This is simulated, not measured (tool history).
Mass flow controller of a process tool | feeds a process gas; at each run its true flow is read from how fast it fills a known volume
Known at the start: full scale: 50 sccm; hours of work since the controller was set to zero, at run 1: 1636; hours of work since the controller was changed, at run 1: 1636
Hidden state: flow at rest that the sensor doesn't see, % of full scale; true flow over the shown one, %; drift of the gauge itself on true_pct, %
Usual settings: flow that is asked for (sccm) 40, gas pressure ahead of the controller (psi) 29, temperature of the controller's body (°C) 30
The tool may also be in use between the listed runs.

run	hour	flow that is asked for (sccm)	gas pressure ahead of the controller (psi)	temperature of the controller's body (°C)	hours of work since the controller was set to zero	hours of work since the controller was changed	true flow (%)
1	0	40	29	30	1636	1636	100.15
2	69.4	40	21.9	30	1686	1686	100.32
3	138.2	40	21.9	30	1735	1735	100.22
4	196.2	40	21.9	30	1776	1776	99.83
5	239.7	40	31.3	30	1807	1807	99.49
6	281.6	40	31.3	30	1837	1837	99.44
7	339.2	40	31.3	30	1879	1879	99.23
8	404.3	40	31.3	30	1925	1925	99.1
9	454.5	40	31.3	30	1961	1961	98.93
10	529.3	40	31.3	30	2014	2014	98.76
11	603.1	40	31.3	30	2067	2067	98.56
12	662.5	40	31.3	30	2110	2110	98.41
13	702.6	40	31.3	30	2138	2138	98.35
14	737.2	40	31.3	30	2163	2163	98.26
15	804.7	40	31.3	30	2211	2211	97.95
# hour 861.7: gauge calibrated
16	881.9	40	29	26	2266	2266	99.89
17	932.6	40	29	26	2303	2303	99.67
18	984.8	40	29	26	2340	2340	99.56
19	1061.5	40	29	30	2395	2395	99.79
20	1104.1	40	29	30	2425	2425	99.56
21	1176.8	24	24.4	21	2477	2477	98.52
22	1238	34	35	40	2521	2521	99.76
23	1317.2	5	35	40	2577	2577	98.96
24	1395.7	5	39	40	2634	2634	98.66
25	1432	7	20.9	20	2660	2660	97.38
26	1483.8	8	33.8	30	2697	2697	97.76
27	1527.3	8	33.8	30	2728	2728	97.65
28	1581.7	8	33.8	30	2767	2767	97.46
29	1637.3	8	33.8	30	2806	2806	97.3
30	1696.3	40	35.7	30	2848	2848	97.82
31	1733.1	40	35.7	30	2875	2875	97.66
32	1770.9	41	22	33	2902	2902	98.15
33	1822.4	41	22	33	2939	2939	98.07
34	1887.5	40	32.1	37	2985	2985	97.97
35	1928	13	38.4	37	3014	3014	97.19
36	1975.7	28	34.5	27	3048	3048	96.61
37	2036.7	28	34.5	29	3092	3092	96.47
38	2093.9	6	20.9	30	3133	3133	96.49
39	2167.2	12	25.8	31	3185	3185	96.35

Measured less the same run without the tool's hidden state. The same run-to-run variation is in both; the gauge's scatter may not be:
run	true flow (%)
1	+0
2	-0.18
3	-0.38
4	-0.53
5	-0.64
6	-0.76
7	-0.9
8	-1.08
9	-1.22
10	-1.42
11	-1.62
12	-1.78
13	-1.89
14	-1.98
15	-2.16
16	-0.06
17	-0.19
18	-0.33
19	-0.54
20	-0.65
21	-0.84
22	-1.01
23	-1.25
24	-1.46
25	-1.53
26	-1.67
27	-1.79
28	-1.94
29	-2.08
30	-2.24
31	-2.33
32	-2.45
33	-2.59
34	-2.76
35	-2.87
36	-2.97
37	-3.14
38	-3.32
39	-3.5
